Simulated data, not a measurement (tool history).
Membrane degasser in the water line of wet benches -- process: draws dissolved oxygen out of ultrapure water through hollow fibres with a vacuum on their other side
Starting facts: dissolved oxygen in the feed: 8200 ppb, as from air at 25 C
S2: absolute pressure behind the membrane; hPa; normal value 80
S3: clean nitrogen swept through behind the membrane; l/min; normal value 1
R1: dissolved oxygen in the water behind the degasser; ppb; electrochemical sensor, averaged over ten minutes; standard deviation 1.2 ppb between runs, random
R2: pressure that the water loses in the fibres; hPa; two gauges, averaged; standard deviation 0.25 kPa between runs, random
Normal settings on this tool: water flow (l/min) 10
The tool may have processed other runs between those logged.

Run 1, hour 0: usual settings. Result: R1 123.3 ppb, R2 674.9 hPa.
Run 2, hour 104.7: usual settings. Result: R1 122.3 ppb, R2 674.9 hPa.
Run 3, hour 185: usual settings but S2 110.7 hPa. Result: R1 189.7 ppb, R2 675.1 hPa.
Run 4, hour 293.9: usual settings but S2 110.7 hPa. Result: R1 195.7 ppb, R2 671.9 hPa.
Run 5, hour 408.8: usual settings but S3 2.49 l/min. Result: R1 56.8 ppb, R2 679.7 hPa.
Run 6, hour 469.4: usual settings but water flow (l/min) 14. Result: R1 174 ppb, R2 946 hPa.
Run 7, hour 555.6: usual settings but S2 67.1 hPa. Result: R1 94.8 ppb, R2 675.6 hPa.
Run 8, hour 616.9: usual settings but S2 67.1 hPa. Result: R1 93.6 ppb, R2 681 hPa.
Run 9, hour 711.5: usual settings but S2 186 hPa. Result: R1 362.1 ppb, R2 680.8 hPa.
Run 10, hour 838.7: usual settings but S2 102.9 hPa. Result: R1 175.5 ppb, R2 679.8 hPa.
Run 11, hour 927.2: usual settings but S2 68.8 hPa. Result: R1 97.9 ppb, R2 679.7 hPa.
Run 12, hour 1035: usual settings but S2 68.8 hPa. Result: R1 99.6 ppb, R2 684.3 hPa.
Run 13, hour 1092.6: usual settings but S2 68.8 hPa. Result: R1 99 ppb, R2 682.3 hPa.
Run 14, hour 1203.6: usual settings but water flow (l/min) 11. Result: R1 140.6 ppb, R2 751.4 hPa.
At hour 1214.8: vacuum gauge calibrated.
Run 15, hour 1292.2: usual settings but water flow (l/min) 11. Result: R1 142.2 ppb, R2 746.6 hPa.
Run 16, hour 1379.9: usual settings but S2 78.3 hPa. Result: R1 125 ppb, R2 686.2 hPa.
Run 17, hour 1490.4: usual settings but S3 2.51 l/min. Result: R1 58.8 ppb, R2 683.6 hPa.
Run 18, hour 1551.6: usual settings but water flow (l/min) 12. Result: R1 152.2 ppb, R2 825 hPa.
Run 19, hour 1652.6: usual settings but water flow (l/min) 6, S2 189.4 hPa. Result: R1 232.7 ppb, R2 410.6 hPa.
Run 20, hour 1774.9: usual settings but water flow (l/min) 14, S2 155.3 hPa. Result: R1 414.5 ppb, R2 962.1 hPa.
Run 21, hour 1864.6: usual settings but water flow (l/min) 14, S2 82.7 hPa, S3 2.13 l/min. Result: R1 103.8 ppb, R2 968.6 hPa.
At hour 1978.3: vacuum gauge calibrated, once more.
Run 22, hour 1978.3: usual settings but S2 99.6 hPa, S3 1.52 l/min. Result: R1 116.5 ppb, R2 689 hPa.
Run 23, hour 2047.5: usual settings but S2 79.4 hPa, S3 1.74 l/min. Result: R1 76 ppb, R2 690.7 hPa.
Run 24, hour 2110.5: usual settings but water flow (l/min) 9, S2 79.4 hPa, S3 2.85 l/min. Result: R1 43.3 ppb, R2 622.7 hPa.
Run 25, hour 2163.3: usual settings but water flow (l/min) 8, S2 86.3 hPa, S3 0.84 l/min. Result: R1 129.7 ppb, R2 557.6 hPa.
Run 26, hour 2237.2: usual settings but water flow (l/min) 8, S2 86.3 hPa, S3 0.91 l/min. Result: R1 121.4 ppb, R2 553 hPa.
Run 27, hour 2356.3: usual settings but water flow (l/min) 8, S2 70.7 hPa, S3 1.22 l/min. Result: R1 68.1 ppb, R2 557.3 hPa.
Run 28, hour 2425.5: usual settings but water flow (l/min) 9, S2 49.4 hPa, S3 0.79 l/min. Result: R1 54.7 ppb, R2 622.2 hPa.
Run 29, hour 2492.2: usual settings but S2 110.3 hPa, S3 0.79 l/min. Result: R1 240.5 ppb, R2 693.3 hPa.
Run 30, hour 2602.1: usual settings but water flow (l/min) 7, S2 98.3 hPa, S3 0.96 l/min. Result: R1 121 ppb, R2 486.5 hPa.
Run 31, hour 2676.5: usual settings but water flow (l/min) 7, S2 77.5 hPa, S3 1.11 l/min. Result: R1 74.2 ppb, R2 485.5 hPa.
Run 32, hour 2802.8: usual settings but water flow (l/min) 7, S2 77.5 hPa, S3 1.11 l/min. Result: R1 76.1 ppb, R2 491.1 hPa.

Each row is a separate what-if for the run after 32, all from the same tool condition, not one after another. Results?
Run A, hour 2863.1: usual settings but water flow (l/min) 9, S2 77.5 hPa, S3 1.11 l/min. Result: R1 ?, R2 ?.
Run B, hour 2863.1: usual settings but S2 184 hPa, S3 1.27 l/min. Result: R1 ?, R2 ?.
Run C, hour 2863.1: usual settings but water flow (l/min) 6, S3 0.78 l/min. Result: R1 ?, R2 ?.

run     R1     R2
  A   97.7  627.5
  B  293.8  695.8
  C   93.1  418.8
What these runs would have given with no unlogged condition in the tool:
run     R1     R2
  A   92.2  593.4
  B  285.3  657.8
  C   88.5  396.1
